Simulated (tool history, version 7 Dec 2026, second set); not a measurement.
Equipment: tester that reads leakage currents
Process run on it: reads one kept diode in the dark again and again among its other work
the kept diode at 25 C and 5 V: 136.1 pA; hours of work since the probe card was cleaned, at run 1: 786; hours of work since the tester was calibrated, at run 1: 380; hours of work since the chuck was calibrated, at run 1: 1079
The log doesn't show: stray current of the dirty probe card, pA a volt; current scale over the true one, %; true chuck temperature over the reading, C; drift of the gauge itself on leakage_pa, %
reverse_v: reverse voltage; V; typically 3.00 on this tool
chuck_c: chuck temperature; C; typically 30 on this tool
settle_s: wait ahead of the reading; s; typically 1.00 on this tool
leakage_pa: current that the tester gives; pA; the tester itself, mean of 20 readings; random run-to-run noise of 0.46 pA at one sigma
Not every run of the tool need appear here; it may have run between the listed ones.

run,day,reverse_v,chuck_c,settle_s,hours of work since the probe card was cleaned,hours of work since the tester was calibrated,hours of work since the chuck was calibrated,leakage_pa
1,0.000,3.00,30,1.00,786,380,1079,149.01
2,3.204,3.00,30,1.00,824,418,1117,148.84
3,4.921,3.00,30,1.00,844,438,1137,149.25
4,8.371,14.47,30,1.00,884,478,1177,378.56
5,10.733,14.47,30,1.00,912,506,1205,379.28
6,14.292,3.00,30,1.00,954,548,1247,148.32
7,15.858,3.00,30,1.00,972,566,1265,148.44
8,17.475,3.00,30,1.00,991,585,1284,148.21
9,20.129,3.00,30,1.00,1022,616,1315,148.66
10,23.738,3.00,30,1.00,1064,658,1357,147.91
11,27.342,3.00,30,1.06,1106,701,1400,148.60
# day 28.779: chuck's temperature calibrated
12,30.821,4.98,30,7.68,1146,740,24,206.41
13,33.033,4.98,30,7.68,1172,766,50,207.53
14,36.404,9.56,30,7.68,1212,806,89,304.26
15,38.533,12.11,33,5.77,1237,831,114,441.27
16,41.225,12.11,33,4.07,1268,862,146,439.21
17,44.017,12.11,33,4.07,1301,895,178,441.96
18,46.462,5.45,36,4.07,1329,923,207,343.69
19,48.817,8.46,36,1.94,1357,951,235,444.96
20,50.483,4.21,30,1.00,1376,970,254,188.64

What will run 21 give?
21,52.788,4.21,30,0.82,1403,997,281,?

Logged for run 21: leakage_pa 187.23 pA.
Without the tool's hidden state the same run would have given leakage_pa 184.32 pA.
